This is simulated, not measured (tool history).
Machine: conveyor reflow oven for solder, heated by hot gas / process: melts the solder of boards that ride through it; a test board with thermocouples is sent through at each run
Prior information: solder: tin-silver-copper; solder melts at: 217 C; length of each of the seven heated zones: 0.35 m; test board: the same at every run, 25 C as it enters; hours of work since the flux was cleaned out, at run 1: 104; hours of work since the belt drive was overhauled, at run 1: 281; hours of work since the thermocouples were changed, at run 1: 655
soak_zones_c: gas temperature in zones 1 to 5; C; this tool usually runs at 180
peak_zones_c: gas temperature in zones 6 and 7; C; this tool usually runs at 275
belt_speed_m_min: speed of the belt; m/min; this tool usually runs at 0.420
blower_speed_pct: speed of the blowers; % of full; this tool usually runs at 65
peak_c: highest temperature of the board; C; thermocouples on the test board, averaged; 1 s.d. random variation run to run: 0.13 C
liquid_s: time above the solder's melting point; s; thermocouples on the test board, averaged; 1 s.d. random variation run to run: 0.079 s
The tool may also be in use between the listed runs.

run	hour	soak_zones_c	peak_zones_c	belt_speed_m_min	blower_speed_pct	hours of work since the flux was cleaned out	hours of work since the belt drive was overhauled	hours of work since the thermocouples were changed	peak_c	liquid_s
1	0.0	180	275	0.420	65	104	281	655	256.3	81.09
2	37.5	180	275	0.420	65	126	303	678	256.3	80.88
3	80.9	180	275	0.420	65	152	329	703	256.1	80.59
4	120.5	180	275	0.420	65	175	352	727	255.9	80.53
# hour 127.6: flux residue cleaned out of gas plates and filters
5	158.0	180	275	0.420	65	18	371	746	255.8	80.14
6	181.6	180	275	0.420	56	32	385	760	253.1	77.05
7	200.3	180	275	0.420	65	43	396	771	255.5	79.99
8	244.7	180	275	0.420	65	69	422	797	255.3	79.86
9	277.3	180	275	0.420	65	88	442	816	255.1	79.86
10	301.6	181	271	0.383	76	103	456	830	256.6	91.15
11	337.7	181	271	0.383	76	124	477	852	256.6	91.14
# hour 364.4: flux residue cleaned out of gas plates and filters, once more
12	376.1	181	271	0.383	76	7	497	871	257.7	92.27
13	404.6	180	288	0.420	86	24	514	888	272.1	92.05
14	448.7	180	288	0.420	86	50	540	914	271.8	92.02
15	467.9	180	288	0.420	86	61	551	926	271.6	91.88
16	489.4	194	272	0.480	72	74	564	938	253.4	75.50
17	520.7	194	272	0.480	72	92	582	957	253.4	75.28
18	546.3	194	286	0.368	72	107	597	972	272.7	113.28

Entry by entry between the runs, the difference in hidden state between the last listed run before and the first listed run after:
Logged between run 4 and run 5: flux residue cleaned out of gas plates and filters (hour 127.6)
  heat that the gas passes to the board, % of a clean oven's: 97.5 -> 95.7; belt's true speed, % of the reading: 99.79 -> 99.77; true gas temperature in zones 6 and 7 over the reading, C: -1.98 -> -2.03
  measured less the result without the state, peak_c: -2.2 -> -2.6 C; liquid_s: -1.74 -> -2.22 s
Logged between run 11 and run 12: flux residue cleaned out of gas plates and filters, once more (hour 364.4)
  heat that the gas passes to the board, % of a clean oven's: 94.3 -> 98.8; belt's true speed, % of the reading: 99.69 -> 99.67; true gas temperature in zones 6 and 7 over the reading, C: -2.29 -> -2.34
  measured less the result without the state, peak_c: -3.2 -> -2.3 C; liquid_s: -2.49 -> -1.43 s
